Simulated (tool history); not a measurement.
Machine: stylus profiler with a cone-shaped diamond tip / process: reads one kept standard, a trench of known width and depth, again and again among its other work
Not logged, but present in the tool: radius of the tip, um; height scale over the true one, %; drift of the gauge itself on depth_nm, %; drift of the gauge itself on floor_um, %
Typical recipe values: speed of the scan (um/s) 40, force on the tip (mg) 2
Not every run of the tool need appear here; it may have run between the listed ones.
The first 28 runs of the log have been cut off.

run	hour	speed of the scan (um/s)	force on the tip (mg)	scans with this tip	hours of work since the height scale was calibrated	depth of the trench (nm)	width of the trench's floor (nm)
29	532.5	126	4.08	2470	107	1014.51	24950
30	554	48	2.18	2547	119	1009.64	25120
31	577.9	106	1.06	2631	133	1006.17	24650
32	589.2	40	4.51	2671	139	1015.08	25200
33	599.2	113	2.26	2707	145	1009.54	24790
34	621.7	38	2.03	2786	158	1009.16	25160
35	643.3	86	4.92	2863	170	1016.17	25030
36	654.4	75	1.86	2902	177	1008.92	24940
37	667.2	75	0.96	2948	184	1006.05	24760
38	686.8	75	0.96	3017	195	1005.94	24750
39	706.7	40	0.73	3088	207	1005.19	24880
40	720.3	48	1.6	3136	214	1007.7	25020
41	744.4	48	1.6	3221	228	1007.99	24920
42	764.3	31	2.57	3292	240	1010.82	25010
43	783.8	31	1.99	3361	251	1009.51	25050
44	797	48	4.44	3408	258	1014.9	25010
45	810.6	106	1.88	3456	266	1008.48	24580

Here are 3 independent what-if runs from the current tool condition. What would each one return?
A	829.6	10	1.84	3523	277	?	?
B	829.6	51	2	3523	277	?	?
C	829.6	11	0.83	3523	277	?	?

run	depth of the trench (nm)	width of the trench's floor (nm)
A	1009.26	25070
B	1009.33	24920
C	1005.53	25040
With the hidden condition removed and each run's random variation left untouched, the same runs would have given:
run	depth of the trench (nm)	width of the trench's floor (nm)
A	1008.23	25950
B	1008.3	25800
C	1004.5	25920
